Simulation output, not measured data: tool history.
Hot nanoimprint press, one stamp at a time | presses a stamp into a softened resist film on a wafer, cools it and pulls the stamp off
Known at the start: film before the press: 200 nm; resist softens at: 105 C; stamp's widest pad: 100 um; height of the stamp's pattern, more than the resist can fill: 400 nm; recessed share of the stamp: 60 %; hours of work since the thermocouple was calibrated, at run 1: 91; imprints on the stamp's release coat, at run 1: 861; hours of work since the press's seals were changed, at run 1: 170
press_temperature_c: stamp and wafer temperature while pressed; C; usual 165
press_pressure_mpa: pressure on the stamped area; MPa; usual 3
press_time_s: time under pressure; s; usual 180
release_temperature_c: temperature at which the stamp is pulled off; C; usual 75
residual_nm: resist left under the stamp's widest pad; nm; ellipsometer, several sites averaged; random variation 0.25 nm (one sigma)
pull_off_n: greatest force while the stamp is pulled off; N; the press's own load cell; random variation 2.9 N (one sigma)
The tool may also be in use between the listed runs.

run	hour	press_temperature_c	press_pressure_mpa	press_time_s	release_temperature_c	hours of work since the thermocouple was calibrated	imprints on the stamp's release coat	hours of work since the press's seals were changed	residual_nm	pull_off_n
1	0	165	3	180	75	91	861	170	89.8	159
2	15.3	165	3	180	75	99	906	178	89.1	153
3	26.7	165	3	180	75	105	940	184	89.4	151
4	41.3	165	3	180	75	113	983	192	89.5	156
5	53.6	165	3	180	70	120	1019	199	89.1	183
6	72.2	165	3	180	70	130	1074	209	89	169
7	83	165	3	180	70	136	1106	214	88.9	177
8	96.4	165	4.55	180	75	143	1145	222	72.8	157
9	113	165	4.55	180	75	152	1194	231	72.8	155
10	121.9	165	3	255	75	157	1220	235	78.4	164
11	137.5	165	3	180	61	165	1266	244	88.8	226
12	153.6	165	3	180	61	174	1314	252	88.8	221
13	162.4	165	3	180	61	178	1340	257	88.8	217
14	170.7	165	3	180	61	183	1364	262	89	225
15	184.3	165	3	180	61	190	1404	269	88.5	225
16	195.3	165	3	180	61	196	1436	275	89.4	219
17	207.8	162	2.23	180	76	203	1473	282	118.6	159
18	222.6	159	3	180	72	211	1517	290	123.4	185
19	232.6	162	3	180	66	216	1546	295	104.7	205
20	251	166	2.94	103	68	226	1600	305	103.1	205
21	268.2	166	2.94	103	68	235	1651	314	103.3	201
22	277.2	166	2.94	103	68	240	1677	319	103.3	195
23	296	157	3.24	180	75	250	1733	329	132.2	169
24	309.9	157	3.24	180	75	258	1774	337	131.3	172
25	324.4	172	3	351	75	266	1816	344	44.6	173
26	339.4	164	3.48	178	77	274	1861	353	88	168
27	350.8	165	2.6	203	82	280	1894	359	90.2	134
28	362.3	165	3.01	203	82	286	1928	365	84.3	138
29	378.6	156	3.98	203	62	295	1976	374	124.6	232
30	392	156	4.64	203	62	302	2015	381	116.9	230

Forecast each of these 4 alternatives for the next run:
A	405.5	164	4.54	238	75	309	2055	388	?	?
B	405.5	165	2.6	180	75	309	2055	388	?	?
C	405.5	165	3.02	136	75	309	2055	388	?	?
D	405.5	165	2.69	145	62	309	2055	388	?	?

run	residual_nm	pull_off_n
A	69.1	173
B	94.2	177
C	97.2	180
D	100.1	247
Without the tool's hidden state the same runs would have given:
run	residual_nm	pull_off_n
A	70.8	134
B	96.8	137
C	99.7	139
D	102.8	189

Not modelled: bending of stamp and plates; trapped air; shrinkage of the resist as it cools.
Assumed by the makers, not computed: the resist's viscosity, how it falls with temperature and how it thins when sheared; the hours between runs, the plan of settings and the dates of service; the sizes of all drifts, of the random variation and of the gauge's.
